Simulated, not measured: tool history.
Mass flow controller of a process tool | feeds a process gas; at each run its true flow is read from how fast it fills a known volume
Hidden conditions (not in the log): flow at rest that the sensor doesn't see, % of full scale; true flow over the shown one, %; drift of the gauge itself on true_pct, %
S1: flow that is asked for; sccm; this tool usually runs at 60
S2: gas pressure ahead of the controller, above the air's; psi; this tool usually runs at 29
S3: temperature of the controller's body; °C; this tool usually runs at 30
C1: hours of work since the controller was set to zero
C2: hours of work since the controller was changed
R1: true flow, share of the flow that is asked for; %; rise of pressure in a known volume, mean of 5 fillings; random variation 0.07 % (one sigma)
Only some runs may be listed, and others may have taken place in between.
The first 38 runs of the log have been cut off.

run 39 hour=12560.4 | S1=138 S2=28.4 S3=21 | C1=1330 C2=7599 | R1=99.73
run 40 hour=12925.7 | S1=51 S2=34.8 S3=23 | C1=1606 C2=7875 | R1=98.68
run 41 hour=13258.7 | S1=60 S2=29 S3=30 | C1=1858 C2=8127 | R1=97.81
run 42 hour=13627.3 | S1=60 S2=29 S3=30 | C1=2136 C2=8405 | R1=97.7
run 43 hour=13882.6 | S1=60 S2=29 S3=30 | C1=2329 C2=8598 | R1=97.83
run 44 hour=14332.7 | S1=28 S2=22.3 S3=32 | C1=2669 C2=8938 | R1=96.92
run 45 hour=14682.4 | S1=28 S2=22.3 S3=32 | C1=2934 C2=9202 | R1=96.99
run 46 hour=14961.7 | S1=28 S2=22.3 S3=32 | C1=3145 C2=9413 | R1=97.03

Forecast run 47:
run 47 hour=15240.2 | S1=28 S2=22.3 S3=32 | C1=3355 C2=9624 | R1=?

R1: 96.92 %
With the hidden condition absent and the run-to-run variation left alone, this run would have shown R1 96.93 %.

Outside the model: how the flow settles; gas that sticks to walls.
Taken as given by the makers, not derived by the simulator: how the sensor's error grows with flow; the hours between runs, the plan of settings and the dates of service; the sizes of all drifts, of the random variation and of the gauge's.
